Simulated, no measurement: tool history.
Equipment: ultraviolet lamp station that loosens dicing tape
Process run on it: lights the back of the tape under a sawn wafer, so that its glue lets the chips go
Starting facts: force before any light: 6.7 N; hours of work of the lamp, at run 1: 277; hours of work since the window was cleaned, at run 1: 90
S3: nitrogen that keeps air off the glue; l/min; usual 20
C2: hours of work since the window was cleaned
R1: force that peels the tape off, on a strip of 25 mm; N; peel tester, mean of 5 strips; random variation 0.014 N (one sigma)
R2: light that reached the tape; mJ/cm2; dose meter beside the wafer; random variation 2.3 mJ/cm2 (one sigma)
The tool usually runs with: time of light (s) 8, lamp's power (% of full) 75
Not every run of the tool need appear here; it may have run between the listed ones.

{"run": 1, "day": 0.0, "time of light (s)": 8, "lamp's power (% of full)": 75, "S3": 20, "hours of work of the lamp": 277, "C2": 90, "R1": 0.726, "R2": 195}
{"run": 2, "day": 0.9, "time of light (s)": 8, "lamp's power (% of full)": 64, "S3": 20, "hours of work of the lamp": 286, "C2": 99, "R1": 0.998, "R2": 169}
{"run": 3, "day": 2.15, "time of light (s)": 8, "lamp's power (% of full)": 64, "S3": 20, "hours of work of the lamp": 298, "C2": 111, "R1": 1.029, "R2": 164}
{"run": 4, "day": 3.288, "time of light (s)": 8, "lamp's power (% of full)": 75, "S3": 20, "hours of work of the lamp": 310, "C2": 123, "R1": 0.763, "R2": 192}
{"run": 5, "day": 3.938, "time of light (s)": 8, "lamp's power (% of full)": 75, "S3": 20, "hours of work of the lamp": 316, "C2": 129, "R1": 0.773, "R2": 196}
{"run": 6, "day": 4.579, "time of light (s)": 8, "lamp's power (% of full)": 75, "S3": 20, "hours of work of the lamp": 323, "C2": 136, "R1": 0.77, "R2": 194}
{"run": 7, "day": 5.812, "time of light (s)": 8, "lamp's power (% of full)": 75, "S3": 20, "hours of work of the lamp": 335, "C2": 148, "R1": 0.789, "R2": 189}
{"run": 8, "day": 6.438, "time of light (s)": 8, "lamp's power (% of full)": 75, "S3": 20, "hours of work of the lamp": 342, "C2": 155, "R1": 0.794, "R2": 192}
{"run": 9, "day": 7.067, "time of light (s)": 8, "lamp's power (% of full)": 92, "S3": 20, "hours of work of the lamp": 348, "C2": 161, "R1": 0.503, "R2": 234}
{"run": 10, "day": 8.321, "time of light (s)": 8, "lamp's power (% of full)": 92, "S3": 20, "hours of work of the lamp": 361, "C2": 174, "R1": 0.517, "R2": 234}
{"run": 11, "day": 8.962, "time of light (s)": 8, "lamp's power (% of full)": 75, "S3": 14, "hours of work of the lamp": 367, "C2": 180, "R1": 0.898, "R2": 195}
{"run": 12, "day": 9.954, "time of light (s)": 8, "lamp's power (% of full)": 72, "S3": 14, "hours of work of the lamp": 377, "C2": 190, "R1": 0.962, "R2": 180}
{"run": 13, "day": 10.675, "time of light (s)": 8, "lamp's power (% of full)": 72, "S3": 14, "hours of work of the lamp": 385, "C2": 197, "R1": 0.986, "R2": 183}
{"run": 14, "day": 11.342, "time of light (s)": 8, "lamp's power (% of full)": 75, "S3": 26, "hours of work of the lamp": 391, "C2": 204, "R1": 0.729, "R2": 192}
{"day": 11.492, "done": "window cleaned of glue's vapour"}
{"run": 15, "day": 12.442, "time of light (s)": 8, "lamp's power (% of full)": 75, "S3": 20, "hours of work of the lamp": 402, "C2": 10, "R1": 0.814, "R2": 187}
{"run": 16, "day": 13.388, "time of light (s)": 8, "lamp's power (% of full)": 75, "S3": 20, "hours of work of the lamp": 412, "C2": 19, "R1": 0.826, "R2": 188}
{"run": 17, "day": 14.454, "time of light (s)": 8, "lamp's power (% of full)": 75, "S3": 20, "hours of work of the lamp": 423, "C2": 30, "R1": 0.856, "R2": 188}
{"run": 18, "day": 15.421, "time of light (s)": 8, "lamp's power (% of full)": 75, "S3": 20, "hours of work of the lamp": 432, "C2": 40, "R1": 0.827, "R2": 180}
{"run": 19, "day": 16.562, "time of light (s)": 8, "lamp's power (% of full)": 75, "S3": 20, "hours of work of the lamp": 444, "C2": 51, "R1": 0.857, "R2": 183}
{"run": 20, "day": 17.312, "time of light (s)": 8, "lamp's power (% of full)": 75, "S3": 20, "hours of work of the lamp": 451, "C2": 59, "R1": 0.846, "R2": 186}
{"run": 21, "day": 18.821, "time of light (s)": 8, "lamp's power (% of full)": 75, "S3": 20, "hours of work of the lamp": 467, "C2": 74, "R1": 0.846, "R2": 184}
{"day": 19.092, "done": "window cleaned of glue's vapour, once more"}
{"run": 22, "day": 19.55, "time of light (s)": 8, "lamp's power (% of full)": 75, "S3": 20, "hours of work of the lamp": 474, "C2": 5, "R1": 0.795, "R2": 190}
{"run": 23, "day": 20.583, "time of light (s)": 8, "lamp's power (% of full)": 75, "S3": 20, "hours of work of the lamp": 484, "C2": 15, "R1": 0.825, "R2": 190}
{"run": 24, "day": 22.008, "time of light (s)": 8, "lamp's power (% of full)": 65, "S3": 20, "hours of work of the lamp": 499, "C2": 29, "R1": 1.009, "R2": 162}
{"run": 25, "day": 22.812, "time of light (s)": 8, "lamp's power (% of full)": 65, "S3": 20, "hours of work of the lamp": 507, "C2": 38, "R1": 1.031, "R2": 162}
{"run": 26, "day": 23.458, "time of light (s)": 7, "lamp's power (% of full)": 65, "S3": 39, "hours of work of the lamp": 513, "C2": 44, "R1": 1.056, "R2": 142}
{"run": 27, "day": 24.942, "time of light (s)": 7, "lamp's power (% of full)": 64, "S3": 39, "hours of work of the lamp": 528, "C2": 59, "R1": 1.13, "R2": 136}
{"run": 28, "day": 26.271, "time of light (s)": 7, "lamp's power (% of full)": 64, "S3": 39, "hours of work of the lamp": 542, "C2": 73, "R1": 1.165, "R2": 139}
{"run": 29, "day": 27.146, "time of light (s)": 7, "lamp's power (% of full)": 97, "S3": 16, "hours of work of the lamp": 551, "C2": 81, "R1": 0.74, "R2": 210}
{"run": 30, "day": 28.7, "time of light (s)": 4, "lamp's power (% of full)": 64, "S3": 9, "hours of work of the lamp": 566, "C2": 97, "R1": 3.133, "R2": 78}

For run 31, what comes out?
{"run": 31, "day": 29.783, "time of light (s)": 7, "lamp's power (% of full)": 61, "S3": 18, "hours of work of the lamp": 577, "C2": 108, "R1": "?", "R2": "?"}

{"run 31": {"R1": 1.469, "R2": 128}}
If the tool had no hidden condition, the same run with the same run-to-run variation would have returned R1 1.204 N, R2 147 mJ/cm2.

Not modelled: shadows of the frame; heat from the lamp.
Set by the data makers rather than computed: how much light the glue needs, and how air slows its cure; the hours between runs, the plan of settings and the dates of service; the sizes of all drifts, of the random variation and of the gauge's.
